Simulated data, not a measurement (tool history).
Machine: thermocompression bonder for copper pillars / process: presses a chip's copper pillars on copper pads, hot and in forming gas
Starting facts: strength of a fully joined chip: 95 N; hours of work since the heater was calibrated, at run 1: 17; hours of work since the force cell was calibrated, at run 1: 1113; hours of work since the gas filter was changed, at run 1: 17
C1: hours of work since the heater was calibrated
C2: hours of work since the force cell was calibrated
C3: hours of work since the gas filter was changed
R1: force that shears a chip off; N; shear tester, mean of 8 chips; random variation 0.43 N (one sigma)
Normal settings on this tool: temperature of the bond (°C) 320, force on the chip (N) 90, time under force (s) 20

Run 1, day 0: usual settings; C1 17; C2 1113; C3 17. Result: R1 65 N.
Run 2, day 1.704: usual settings; C1 43; C2 1139; C3 43. Result: R1 65.1 N.
Run 3, day 3.588: usual settings; C1 72; C2 1167; C3 72. Result: R1 64.7 N.
Run 4, day 5.604: usual settings; C1 102; C2 1198; C3 102. Result: R1 63.5 N.
Run 5, day 7.804: usual settings; C1 136; C2 1231; C3 136. Result: R1 64 N.
Run 6, day 9.738: usual settings; C1 165; C2 1261; C3 165. Result: R1 64 N.
Run 7, day 11.046: usual settings; C1 185; C2 1281; C3 185. Result: R1 63.6 N.
Run 8, day 13.112: usual settings but temperature of the bond (°C) 317, force on the chip (N) 104, time under force (s) 52; C1 217; C2 1312; C3 217. Result: R1 80.6 N.
Run 9, day 14.267: usual settings but temperature of the bond (°C) 294, force on the chip (N) 65, time under force (s) 55; C1 234; C2 1330; C3 234. Result: R1 56.3 N.
Run 10, day 15.271: usual settings but temperature of the bond (°C) 336, force on the chip (N) 101, time under force (s) 17; C1 249; C2 1345; C3 249. Result: R1 71.5 N.
Run 11, day 16.688: usual settings but temperature of the bond (°C) 297, force on the chip (N) 101, time under force (s) 17; C1 271; C2 1367; C3 271. Result: R1 52.5 N.
Run 12, day 17.888: usual settings but temperature of the bond (°C) 332, time under force (s) 19; C1 289; C2 1385; C3 289. Result: R1 67.5 N.
Run 13, day 19.392: usual settings but temperature of the bond (°C) 332, time under force (s) 19; C1 312; C2 1408; C3 312. Result: R1 67.3 N.
Run 14, day 21.15: usual settings but temperature of the bond (°C) 332, time under force (s) 19; C1 339; C2 1434; C3 339. Result: R1 66.2 N.

Predict each of these 5 candidate next runs independently; none follows another, all start after run 14:
Run A, day 22.733: usual settings but temperature of the bond (°C) 346, time under force (s) 28; C1 363; C2 1459; C3 363. Result: R1 ?.
Run B, day 22.733: usual settings but temperature of the bond (°C) 338, time under force (s) 55; C1 363; C2 1459; C3 363. Result: R1 ?.
Run C, day 22.733: usual settings but temperature of the bond (°C) 314, force on the chip (N) 87, time under force (s) 35; C1 363; C2 1459; C3 363. Result: R1 ?.
Run D, day 22.733: usual settings but temperature of the bond (°C) 298, time under force (s) 14; C1 363; C2 1459; C3 363. Result: R1 ?.
Run E, day 22.733: usual settings but temperature of the bond (°C) 331, time under force (s) 23; C1 363; C2 1459; C3 363. Result: R1 ?.

run    R1
  A  77.2
  B  82.8
  C    67
  D    45
  E  68.9
The same runs, with their run-to-run variation unchanged, on a tool lacking any hidden condition would have given:
run    R1
  A  82.4
  B  87.7
  C  72.4
  D  49.5
  E  74.3
